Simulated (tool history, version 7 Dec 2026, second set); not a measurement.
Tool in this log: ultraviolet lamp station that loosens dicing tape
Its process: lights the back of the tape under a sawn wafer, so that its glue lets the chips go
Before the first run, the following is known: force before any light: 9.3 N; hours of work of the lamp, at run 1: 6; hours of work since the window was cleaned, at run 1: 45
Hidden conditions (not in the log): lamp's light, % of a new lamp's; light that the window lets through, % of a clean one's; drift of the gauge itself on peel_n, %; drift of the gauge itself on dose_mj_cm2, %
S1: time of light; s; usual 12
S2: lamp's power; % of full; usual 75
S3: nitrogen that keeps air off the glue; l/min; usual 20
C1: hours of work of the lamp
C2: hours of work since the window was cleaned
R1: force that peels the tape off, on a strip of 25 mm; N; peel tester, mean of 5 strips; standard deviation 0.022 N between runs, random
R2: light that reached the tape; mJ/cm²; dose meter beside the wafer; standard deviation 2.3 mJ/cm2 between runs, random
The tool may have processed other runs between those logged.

run	hour	S1	S2	S3	C1	C2	R1	R2
1	0	12	75	20	6	45	1.129	224
2	34.7	12	75	20	20	59	1.187	230
3	53.7	12	75	20	28	67	1.149	225
4	94	12	75	20	44	84	1.212	223
5	130.6	12	75	20	59	98	1.236	222
6	151.6	12	75	20	68	107	1.235	221
7	179.2	12	77	20	79	118	1.165	222
8	209.2	12	77	20	91	130	1.224	220
9	246.5	6	75	20	106	145	3.618	106
10	275	12	75	20	118	157	1.333	207
11	315.3	12	75	20	134	173	1.332	209
12	353.5	12	75	20	149	189	1.393	203
13	373.9	12	75	20	158	197	1.46	203
14	393.7	12	75	20	166	205	1.375	199
15	426	12	75	20	179	218	1.442	200
16	466.5	12	75	20	195	235	1.47	198
17	494	12	75	20	206	246	1.53	192
18	524.7	12	75	20	219	258	1.542	196
19	554.1	12	75	20	231	270	1.552	189
20	594.9	12	75	12	247	287	1.91	188
21	624.6	12	83	20	259	299	1.349	205
22	652.6	7	75	20	271	310	3.508	110
23	672.7	7	75	20	279	318	3.488	108
24	710.5	7	75	20	294	333	3.532	105
25	741.3	7	75	20	307	346	3.325	107
# hour 744: window cleaned of glue's vapour
26	768.8	12	66	20	318	10	2.303	149
27	786.5	23	73	20	325	17	0.521	318
# hour 811.9: window cleaned of glue's vapour, once more
28	817.8	10	73	13	337	2	2.514	159
29	858.1	18	97	16	354	19	0.396	367
30	874.7	18	97	16	360	25	0.412	368
31	893.9	18	97	16	368	33	0.402	369
32	931	18	97	16	383	48	0.439	359
33	966.4	16	97	6	397	63	1.083	319
34	1001	14	92	37	411	77	0.685	261
35	1023.7	22	67	20	421	86	0.653	294
36	1044.6	22	67	20	429	94	0.663	288
37	1084.5	15	71	20	445	110	1.372	211
38	1114.9	15	71	20	458	123	1.454	208
39	1150.1	12	61	11	472	137	2.994	139
40	1172.8	12	61	11	481	146	3.008	140
41	1210.7	8	61	7	496	162	4.918	86
42	1235.7	13	92	28	507	172	1.063	227

Describe how what the log doesn't record of the tool's condition differs between the last listed run preceding each entry between runs and the first listed run following it.
Run 25 -> run 26: window cleaned of glue's vapour (hour 744)
  lamp's light, % of a new lamp's: 84.4 -> 83.8; light that the window lets through, % of a clean one's: 91.5 -> 87.4
  measured result minus the result with no hidden state, R1: +0.827 -> +0.907 N; R2: -31 -> -55 mJ/cm²
Run 27 -> run 28: window cleaned of glue's vapour, once more (hour 811.9)
  lamp's light, % of a new lamp's: 83.5 -> 82.9; light that the window lets through, % of a clean one's: 87.2 -> 99.6
  measured result minus the result with no hidden state, R1: +0.308 -> +0.601 N; R2: -118 -> -33 mJ/cm²

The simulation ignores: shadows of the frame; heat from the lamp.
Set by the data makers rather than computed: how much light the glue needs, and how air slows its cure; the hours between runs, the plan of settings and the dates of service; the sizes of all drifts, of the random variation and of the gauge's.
